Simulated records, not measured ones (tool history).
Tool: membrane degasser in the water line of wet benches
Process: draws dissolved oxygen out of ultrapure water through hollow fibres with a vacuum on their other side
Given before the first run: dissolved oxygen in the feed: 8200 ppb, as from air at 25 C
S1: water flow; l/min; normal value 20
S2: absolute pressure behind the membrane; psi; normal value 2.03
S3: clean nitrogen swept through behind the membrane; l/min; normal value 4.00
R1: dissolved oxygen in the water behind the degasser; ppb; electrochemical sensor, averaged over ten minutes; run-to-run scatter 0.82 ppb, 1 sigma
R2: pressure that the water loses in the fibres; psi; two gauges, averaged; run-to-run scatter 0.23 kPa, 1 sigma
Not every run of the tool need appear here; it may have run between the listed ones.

run 1 day=0.000 | S1=20 S2=2.03 S3=4.00 | R1=142.8 R2=8.473
run 2 day=5.138 | S1=20 S2=2.03 S3=4.00 | R1=142.3 R2=8.469
run 3 day=10.579 | S1=20 S2=2.03 S3=4.00 | R1=144.3 R2=8.461
run 4 day=15.579 | S1=20 S2=2.03 S3=4.00 | R1=144.0 R2=8.514
run 5 day=24.475 | S1=20 S2=2.03 S3=1.81 | R1=290.1 R2=8.509
run 6 day=30.838 | S1=20 S2=2.03 S3=1.81 | R1=292.1 R2=8.475
run 7 day=35.758 | S1=20 S2=2.03 S3=1.81 | R1=290.9 R2=8.488
run 8 day=40.671 | S1=20 S2=2.03 S3=1.81 | R1=290.1 R2=8.518
-- day=42.779 seals of the vacuum lines changed
run 9 day=46.712 | S1=20 S2=1.68 S3=1.81 | R1=230.7 R2=8.553
run 10 day=51.171 | S1=20 S2=1.68 S3=1.81 | R1=227.5 R2=8.543
run 11 day=55.800 | S1=20 S2=2.03 S3=4.00 | R1=142.5 R2=8.608
run 12 day=64.821 | S1=20 S2=2.03 S3=4.00 | R1=143.6 R2=8.569
run 13 day=72.008 | S1=20 S2=2.03 S3=11.20 | R1=57.1 R2=8.624
run 14 day=77.604 | S1=20 S2=2.03 S3=4.00 | R1=142.8 R2=8.567
run 15 day=85.279 | S1=20 S2=2.03 S3=2.55 | R1=214.8 R2=8.531
run 16 day=89.621 | S1=20 S2=2.03 S3=2.55 | R1=215.3 R2=8.591
run 17 day=93.771 | S1=20 S2=4.18 S3=5.78 | R1=227.2 R2=8.654
run 18 day=97.838 | S1=20 S2=4.18 S3=5.78 | R1=223.0 R2=8.546
run 19 day=106.562 | S1=20 S2=4.18 S3=5.78 | R1=225.2 R2=8.630
run 20 day=112.283 | S1=23 S2=4.92 S3=3.30 | R1=507.1 R2=9.889
run 21 day=118.521 | S1=14 S2=1.51 S3=3.80 | R1=71.3 R2=6.045
run 22 day=126.821 | S1=14 S2=1.51 S3=3.80 | R1=71.9 R2=6.054
run 23 day=135.425 | S1=14 S2=2.51 S3=3.76 | R1=135.7 R2=6.070
run 24 day=143.829 | S1=14 S2=2.51 S3=3.76 | R1=135.0 R2=6.086
run 25 day=148.862 | S1=15 S2=2.51 S3=3.76 | R1=144.9 R2=6.527
run 26 day=154.854 | S1=20 S2=1.91 S3=10.40 | R1=59.3 R2=8.686
-- day=161.350 vacuum gauge calibrated
run 27 day=163.221 | S1=20 S2=2.84 S3=3.89 | R1=212.6 R2=8.702
run 28 day=170.883 | S1=16 S2=2.87 S3=4.00 | R1=166.3 R2=6.950
run 29 day=175.200 | S1=16 S2=2.87 S3=4.00 | R1=165.8 R2=6.966
run 30 day=181.446 | S1=16 S2=2.87 S3=4.00 | R1=164.8 R2=6.950

For run 31, what comes out?
run 31 day=188.254 | S1=12 S2=2.92 S3=4.00 | R1=? R2=?

{"run 31": {"R1": 127.0, "R2": 5.214}}
The same run, on a tool lacking any hidden state, would have yielded R1 124.6 ppb, R2 4.982 psi.
